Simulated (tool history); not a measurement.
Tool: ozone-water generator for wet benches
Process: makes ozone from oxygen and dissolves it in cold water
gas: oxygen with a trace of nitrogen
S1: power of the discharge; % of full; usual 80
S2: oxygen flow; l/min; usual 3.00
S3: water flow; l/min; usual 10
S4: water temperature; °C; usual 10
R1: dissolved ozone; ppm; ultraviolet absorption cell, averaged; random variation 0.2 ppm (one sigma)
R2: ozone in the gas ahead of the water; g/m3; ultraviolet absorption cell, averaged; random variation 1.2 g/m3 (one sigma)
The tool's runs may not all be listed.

run,day,S1,S2,S3,S4,R1,R2
1,0.000,80,3.00,10,10,26.2,199.5
2,1.600,80,3.00,10,10,26.7,197.5
3,2.696,80,3.00,10,10,26.7,197.9
4,5.075,80,3.00,10,10,26.4,200.8
5,7.292,80,3.00,10,10,26.4,199.3
6,9.258,80,3.00,10,10,26.3,199.3
7,11.354,80,3.00,10,10,26.3,197.5
8,12.950,80,3.00,10,10,26.2,199.1
9,14.604,80,3.00,10,10,26.3,198.0
10,16.796,80,2.29,10,10,26.5,238.7
11,18.012,80,2.29,10,10,26.7,239.2
12,20.171,80,2.29,10,10,26.4,235.3
13,22.404,80,2.29,10,10,26.7,237.9
14,24.871,80,2.29,10,10,26.7,235.8
15,25.921,80,2.29,10,10,26.3,237.4
16,28.021,80,2.29,10,10,26.5,236.3
17,29.033,86,1.62,10,10,27.8,311.5
18,30.792,50,5.21,9,10,19.0,103.8
19,32.196,50,5.21,9,10,19.5,102.0
20,34.338,50,5.21,9,10,19.1,102.5
21,36.058,98,3.00,9,10,32.1,218.9
22,38.488,80,3.00,14,10,18.8,196.9
23,40.488,80,3.00,14,10,18.7,196.2
24,42.950,74,1.94,9,7,28.6,254.5
25,44.233,74,1.94,9,7,28.9,252.7
26,46.188,82,3.88,9,7,28.3,164.7
27,47.254,83,3.88,9,13,26.1,167.0
28,49.571,77,2.48,13,9,19.7,218.0
29,51.404,77,2.48,13,9,19.8,218.7

Forecast each of these 5 alternatives for the next run:
A,53.896,77,2.48,13,6,?,?
B,53.896,63,4.03,10,10,?,?
C,53.896,80,2.02,12,10,?,?
D,53.896,80,1.75,8,10,?,?
E,53.896,80,3.00,10,14,?,?

run,R1,R2
A,20.1,217.5
B,21.5,137.4
C,21.6,255.4
D,32.1,284.6
E,23.8,193.3
Without the tool's hidden state the same runs would have given:
run,R1,R2
A,22.6,231.2
B,23.8,145.0
C,24.2,271.7
D,35.5,302.8
E,26.5,205.7

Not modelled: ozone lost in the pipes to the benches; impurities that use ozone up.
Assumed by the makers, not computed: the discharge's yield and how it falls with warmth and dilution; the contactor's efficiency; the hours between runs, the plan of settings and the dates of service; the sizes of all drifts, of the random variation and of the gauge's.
